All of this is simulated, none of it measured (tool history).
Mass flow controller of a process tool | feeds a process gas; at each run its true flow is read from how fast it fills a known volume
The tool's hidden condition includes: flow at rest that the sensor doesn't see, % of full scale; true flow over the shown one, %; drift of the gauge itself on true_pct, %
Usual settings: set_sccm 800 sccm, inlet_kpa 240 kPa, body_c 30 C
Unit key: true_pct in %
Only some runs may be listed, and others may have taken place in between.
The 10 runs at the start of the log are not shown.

run,hour,set_sccm,inlet_kpa,body_c,hours of work since the controller was set to zero,hours of work since the controller was changed,true_pct
11,2725.4,800,221,30,7656,7656,99.03
# hour 2939.5: controller's zero set anew
12,2954.7,800,221,30,10,7811,99.14
13,3248.8,800,221,30,210,8011,99.10
14,3426.3,800,221,30,331,8132,99.03
15,3665.0,800,189,30,493,8294,99.19
16,3990.4,800,189,30,714,8515,99.20
17,4144.4,800,237,30,818,8619,99.02
18,4298.1,440,151,30,923,8724,98.76
19,4660.1,412,225,26,1169,8970,98.59
20,4896.9,800,226,30,1330,9131,99.02
21,5083.4,800,226,30,1456,9257,99.08
22,5294.1,800,160,30,1599,9400,99.32
23,5623.9,277,235,29,1823,9624,98.03
24,5797.8,277,235,29,1942,9743,98.05
25,6024.3,277,235,29,2095,9896,98.06
26,6173.0,543,146,39,2196,9997,98.22
27,6486.7,543,146,39,2410,10210,98.04
28,6734.6,180,177,30,2578,10379,98.04
29,7062.4,162,177,33,2801,10602,97.79
30,7384.3,162,177,27,3019,10820,98.25
31,7550.6,162,177,27,3132,10933,98.37
32,7896.0,843,142,26,3367,11168,99.84
33,8175.1,188,142,34,3556,11357,97.82

Each row is a separate what-if for the run after 33, all from the same tool condition, not one after another. Results?
A,8487.0,800,215,30,3768,11569,?
B,8487.0,102,148,25,3768,11569,?
C,8487.0,411,165,27,3768,11569,?
D,8487.0,465,233,35,3768,11569,?
E,8487.0,396,175,20,3768,11569,?

run,true_pct
A,99.03
B,98.46
C,98.86
D,97.88
E,99.29
Take away the tool's hidden state, keep each run's random variation, and the runs would have read:
run,true_pct
A,99.03
B,98.45
C,98.86
D,97.89
E,99.29
